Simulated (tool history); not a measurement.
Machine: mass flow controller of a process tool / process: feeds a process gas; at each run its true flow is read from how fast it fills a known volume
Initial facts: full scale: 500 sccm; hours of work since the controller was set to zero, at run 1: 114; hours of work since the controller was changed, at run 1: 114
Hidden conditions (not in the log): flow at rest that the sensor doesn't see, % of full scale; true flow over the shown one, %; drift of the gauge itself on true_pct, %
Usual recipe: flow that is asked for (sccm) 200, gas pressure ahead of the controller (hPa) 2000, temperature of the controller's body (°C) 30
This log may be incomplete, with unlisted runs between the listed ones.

| run | hour | flow that is asked for (sccm) | gas pressure ahead of the controller (hPa) | temperature of the controller's body (°C) | hours of work since the controller was set to zero | hours of work since the controller was changed | true flow (%) |
|---|---|---|---|---|---|---|---|
| 1 | 0.0 | 200 | 2000 | 30 | 114 | 114 | 99.77 |
| 2 | 125.7 | 200 | 2000 | 30 | 162 | 162 | 99.80 |
| 3 | 221.9 | 200 | 2000 | 23 | 199 | 199 | 99.42 |
| 4 | 363.0 | 200 | 2000 | 34 | 253 | 253 | 99.87 |
| 5 | 457.0 | 200 | 2000 | 34 | 290 | 290 | 99.81 |
| 6 | 518.8 | 200 | 2000 | 30 | 314 | 314 | 99.60 |
| 7 | 626.3 | 200 | 2000 | 21 | 355 | 355 | 99.36 |
| 8 | 738.9 | 200 | 2000 | 21 | 398 | 398 | 99.56 |
| 9 | 833.0 | 200 | 2000 | 21 | 435 | 435 | 99.52 |
| 10 | 915.1 | 200 | 2000 | 21 | 466 | 466 | 99.46 |
| 11 | 1041.5 | 200 | 2000 | 21 | 515 | 515 | 99.55 |
| 12 | 1133.8 | 200 | 1540 | 30 | 551 | 551 | 99.42 |
| 13 | 1231.9 | 200 | 1540 | 30 | 588 | 588 | 99.49 |
| 14 | 1362.3 | 200 | 1540 | 30 | 639 | 639 | 99.57 |
| 15 | 1465.3 | 200 | 2000 | 30 | 678 | 678 | 99.74 |
| 16 | 1601.9 | 200 | 2000 | 30 | 731 | 731 | 99.77 |
| 17 | 1714.8 | 200 | 1440 | 30 | 775 | 775 | 99.38 |
| 18 | 1821.2 | 200 | 1440 | 30 | 816 | 816 | 99.43 |
| 19 | 1878.7 | 455 | 2000 | 30 | 838 | 838 | 100.00 |
| 20 | 2010.3 | 326 | 1960 | 29 | 888 | 888 | 99.73 |
| 21 | 2140.2 | 200 | 1700 | 30 | 939 | 939 | 99.66 |
| 22 | 2265.0 | 52 | 2000 | 30 | 987 | 987 | 99.47 |
| 23 | 2402.6 | 52 | 2000 | 30 | 1040 | 1040 | 99.43 |
| 24 | 2517.5 | 161 | 1850 | 30 | 1084 | 1084 | 99.69 |
| 25 | 2626.3 | 161 | 1970 | 32 | 1126 | 1126 | 99.73 |
| 26 | 2749.3 | 197 | 1570 | 30 | 1173 | 1173 | 99.51 |
| 27 | 2829.3 | 197 | 1570 | 30 | 1204 | 1204 | 99.40 |
| 28 | 2941.8 | 197 | 1570 | 30 | 1248 | 1248 | 99.43 |
| 29 | 3061.0 | 287 | 1440 | 33 | 1294 | 1294 | 99.53 |
| 30 | 3132.8 | 200 | 2210 | 21 | 1321 | 1321 | 99.69 |
| 31 | 3254.1 | 200 | 1520 | 30 | 1368 | 1368 | 99.38 |
| 32 | 3356.3 | 213 | 1740 | 27 | 1407 | 1407 | 99.37 |
| 33 | 3466.9 | 235 | 2180 | 31 | 1450 | 1450 | 99.75 |
| 34 | 3578.5 | 235 | 2180 | 31 | 1493 | 1493 | 99.91 |
| 35 | 3694.0 | 220 | 1640 | 31 | 1538 | 1538 | 99.58 |
| 36 | 3812.6 | 53 | 2210 | 26 | 1583 | 1583 | 99.56 |
| 37 | 3946.2 | 91 | 2460 | 35 | 1635 | 1635 | 99.92 |

Each row is a separate what-if for the run after 37, all from the same tool condition, not one after another. Results?
| A | 4004.8 | 325 | 1920 | 30 | 1657 | 1657 | ? |
| B | 4004.8 | 55 | 1960 | 30 | 1657 | 1657 | ? |
| C | 4004.8 | 459 | 2000 | 30 | 1657 | 1657 | ? |

| run | true flow (%) |
|---|---|
| A | 99.77 |
| B | 99.47 |
| C | 100.16 |
With no hidden state in the tool, these same runs would have given:
| run | true flow (%) |
|---|---|
| A | 99.76 |
| B | 99.45 |
| C | 100.15 |

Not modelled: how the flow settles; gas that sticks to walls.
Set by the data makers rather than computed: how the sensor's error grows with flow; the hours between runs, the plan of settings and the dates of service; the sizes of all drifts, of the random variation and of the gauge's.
